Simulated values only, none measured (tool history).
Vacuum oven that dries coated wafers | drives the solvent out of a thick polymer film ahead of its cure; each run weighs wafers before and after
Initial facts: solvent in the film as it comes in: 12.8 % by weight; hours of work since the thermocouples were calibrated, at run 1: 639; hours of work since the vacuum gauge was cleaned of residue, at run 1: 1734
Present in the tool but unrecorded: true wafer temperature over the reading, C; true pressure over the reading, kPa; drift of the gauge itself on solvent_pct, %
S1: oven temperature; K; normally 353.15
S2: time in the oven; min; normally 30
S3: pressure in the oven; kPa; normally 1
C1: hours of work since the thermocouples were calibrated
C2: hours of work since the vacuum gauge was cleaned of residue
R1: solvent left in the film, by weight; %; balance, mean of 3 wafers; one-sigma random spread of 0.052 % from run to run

run    hour      S1  S2    S3    C1    C2    R1
  1       0  353.15  30     1   639  1734  2.37
  2     123  353.15  30     1   705  1800  2.35
  3   247.8  347.15  30     1   771  1866  3.89
  4   370.7  347.15  30     1   837  1932  3.87
  5   454.3  366.15  30     1   882  1977  0.64
  6   541.6  366.15  30     1   929  2024  0.72
  7     643  366.15  30     1   983  2078  0.84
  8     719  353.15  30     1  1024  2119  2.49
  9   844.8  353.15  30     1  1091  2186  2.52
 10   914.3  353.15  30     1  1128  2223  2.58
     1000.4  -- oven's thermocouples calibrated
 11    1031  353.15  30     1    16  2285  2.28
 12  1111.1  353.15  30     1    59  2328  2.27
 13  1228.6  353.15  30     1   122  2391  2.23
 14    1321  353.15  30     1   172  2440  2.33
     1370.4  -- vacuum gauge cleaned of residue and calibrated
 15  1440.4  353.15  30     1   235    37  2.31
 16  1564.1  353.15  30  3.68   301   104  3.73
 17  1684.6  353.15  30  3.68   366   168  3.94
 18  1741.3  353.15  30  3.68   396   199  3.87
 19  1813.4  353.15  30     1   435   237  2.59
 20  1881.3  353.15  30     1   471   274  2.53
 21  1960.2  360.15  28  2.45   513   316  2.18
     2031.7  -- vacuum gauge cleaned of residue and calibrated, once more
 22    2040  360.15  38  1.15   555     4  0.71
 23  2150.6  352.15  30  2.96   614    64   3.3
 24  2269.7  353.15  30  1.39   678   127  2.38
 25  2377.6  348.15  43  1.39   736   185  2.36
 26  2457.9  353.15  19  0.52   779   228  3.35
 27  2525.6  353.15  19  0.52   815   264  3.49
 28  2629.5  353.15  19  1.27   871   320  3.83
 29  2734.5  353.15  19  1.27   927   376  3.81
 30  2822.1  349.15  19  1.01   974   423  4.67
 31  2882.4  341.15  36     1  1006   456  4.72
 32  2947.5  343.15  32  0.95  1041   490  4.48
 33  3071.8  343.15  32   3.8  1108   557  6.27
 34  3138.4  343.15  32   3.8  1143   593  6.36
       3190  -- oven's thermocouples calibrated
 35  3218.1  343.15  32  2.07    15   634  4.82
 36  3279.4  364.15  20  1.78    48   667  1.55
 37  3353.9  351.15  18     1    88   707  4.15
 38  3427.7  351.15  51  0.61   127   746  1.13

Expected results for the next run?
 39  3488.5  341.15  22  0.67  160  779   ?

Run 39 gave R1 5.86 %.
Were there no unlogged condition in the tool, this run, its random variation unchanged, would have produced R1 5.69 %.
